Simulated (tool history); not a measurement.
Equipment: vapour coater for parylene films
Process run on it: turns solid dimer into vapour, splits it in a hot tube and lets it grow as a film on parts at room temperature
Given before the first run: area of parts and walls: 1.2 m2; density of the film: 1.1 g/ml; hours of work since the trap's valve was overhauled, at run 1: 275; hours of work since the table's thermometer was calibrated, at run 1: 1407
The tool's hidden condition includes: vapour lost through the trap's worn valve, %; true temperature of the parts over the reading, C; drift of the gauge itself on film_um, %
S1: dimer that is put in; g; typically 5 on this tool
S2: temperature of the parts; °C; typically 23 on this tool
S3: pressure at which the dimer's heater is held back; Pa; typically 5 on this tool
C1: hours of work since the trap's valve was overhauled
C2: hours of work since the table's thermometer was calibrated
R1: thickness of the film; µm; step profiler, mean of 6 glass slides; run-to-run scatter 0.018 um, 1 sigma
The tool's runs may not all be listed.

run 1 hour=0 | S1=5 S2=23 S3=5 | C1=275 C2=1407 | R1=1.74
run 2 hour=39.1 | S1=5 S2=23 S3=5 | C1=301 C2=1433 | R1=1.75
run 3 hour=96.7 | S1=5 S2=23 S3=5 | C1=339 C2=1470 | R1=1.77
run 4 hour=131.2 | S1=5 S2=23 S3=5 | C1=361 C2=1493 | R1=1.81
run 5 hour=186 | S1=5 S2=31 S3=5 | C1=397 C2=1529 | R1=1.41
run 6 hour=214.5 | S1=5 S2=31 S3=4.46 | C1=416 C2=1548 | R1=1.43
run 7 hour=264.6 | S1=5 S2=23 S3=5 | C1=449 C2=1581 | R1=1.75
-- hour=293.5 trap's valve overhauled
run 8 hour=306.9 | S1=5 S2=23 S3=5 | C1=9 C2=1606 | R1=1.77
run 9 hour=355.7 | S1=5 S2=16 S3=5 | C1=41 C2=1638 | R1=2.14
run 10 hour=403.9 | S1=5 S2=23 S3=5 | C1=73 C2=1670 | R1=1.79
run 11 hour=429.8 | S1=5 S2=23 S3=5 | C1=90 C2=1687 | R1=1.78
run 12 hour=457.4 | S1=8 S2=34 S3=3.85 | C1=108 C2=1705 | R1=2.12
run 13 hour=504.5 | S1=8 S2=34 S3=3.85 | C1=139 C2=1736 | R1=2.16
run 14 hour=549.6 | S1=8 S2=29 S3=3.85 | C1=169 C2=1766 | R1=2.44
run 15 hour=575.5 | S1=8 S2=29 S3=3.85 | C1=186 C2=1783 | R1=2.42
run 16 hour=625.1 | S1=3 S2=29 S3=3.52 | C1=218 C2=1816 | R1=0.9
run 17 hour=671.4 | S1=5 S2=27 S3=4.22 | C1=249 C2=1846 | R1=1.63
run 18 hour=722.9 | S1=5 S2=27 S3=4.22 | C1=283 C2=1880 | R1=1.63
run 19 hour=765.7 | S1=5 S2=31 S3=5 | C1=311 C2=1908 | R1=1.4
run 20 hour=816.4 | S1=5 S2=16 S3=2.59 | C1=344 C2=1942 | R1=2.23
run 21 hour=853.5 | S1=6 S2=16 S3=4.19 | C1=369 C2=1966 | R1=2.58
run 22 hour=902.8 | S1=6 S2=16 S3=4.19 | C1=401 C2=1999 | R1=2.58

5 ways to go on from here, each from the tool as it stands after run 22. What would each give?
run A hour=965.2 | S1=6 S2=16 S3=2.4 | C1=442 C2=2040 | R1=?
run B hour=965.2 | S1=4 S2=25 S3=4.19 | C1=442 C2=2040 | R1=?
run C hour=965.2 | S1=3 S2=28 S3=4.19 | C1=442 C2=2040 | R1=?
run D hour=965.2 | S1=6 S2=34 S3=4.69 | C1=442 C2=2040 | R1=?
run E hour=965.2 | S1=5 S2=23 S3=5 | C1=442 C2=2040 | R1=?

run=A R1=2.67
run=B R1=1.37
run=C R1=0.93
run=D R1=1.61
run=E R1=1.77
Had the tool no hidden state, the same runs would have come out as:
run=A R1=2.68
run=B R1=1.37
run=C R1=0.93
run=D R1=1.61
run=E R1=1.77
